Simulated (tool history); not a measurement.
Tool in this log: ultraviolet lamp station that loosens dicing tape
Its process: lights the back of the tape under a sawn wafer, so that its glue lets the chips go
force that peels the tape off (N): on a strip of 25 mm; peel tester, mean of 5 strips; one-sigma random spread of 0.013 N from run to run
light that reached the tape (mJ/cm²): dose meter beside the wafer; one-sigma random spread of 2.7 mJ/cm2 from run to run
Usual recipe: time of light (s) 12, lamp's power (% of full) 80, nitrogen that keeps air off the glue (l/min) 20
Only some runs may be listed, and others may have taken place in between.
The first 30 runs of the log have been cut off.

run     day  time of light (s)  lamp's power (% of full)  nitrogen that keeps air off the glue (l/min)  force that peels the tape off (N)  light that reached the tape (mJ/cm²)
 31  15.592                 18                        80                                             9                              0.579                                   448
 32  15.912                 10                        75                                            20                              1.255                                   232
 33  16.412                 11                        69                                            30                              1.104                                   231
 34  16.717                 22                        71                                            20                               0.38                                   479
 35  17.104                 22                        71                                            20                              0.373                                   480
 36  17.667                 11                        83                                            33                              0.838                                   276
 37  18.067                 11                        85                                            13                              1.095                                   286
 38  18.462                  7                        80                                            28                              1.748                                   167
 39  19.142                  7                        80                                            37                              1.703                                   166
 40  19.696                 18                        69                                            14                              0.665                                   371
 41  20.075                 13                        93                                            14                              0.697                                   354
 42  20.679                 10                        80                                            10                               1.58                                   231
 43  21.192                 10                        80                                            10                              1.593                                   232

Branching from run 43: 3 alternative next runs. What would each branch give?
  A  21.742                 13                       100                                            24                                  ?                                     ?
  B  21.742                 12                        65                                            20                                  ?                                     ?
  C  21.742                 12                        60                                            11                                  ?                                     ?

run  force that peels the tape off (N)  light that reached the tape (mJ/cm²)
  A                              0.521                                   378
  B                               1.34                                   228
  C                              1.719                                   210
Without the tool's unlogged condition, the same runs would have read:
run  force that peels the tape off (N)  light that reached the tape (mJ/cm²)
  A                              0.311                                   510
  B                               0.84                                   308
  C                              1.151                                   283
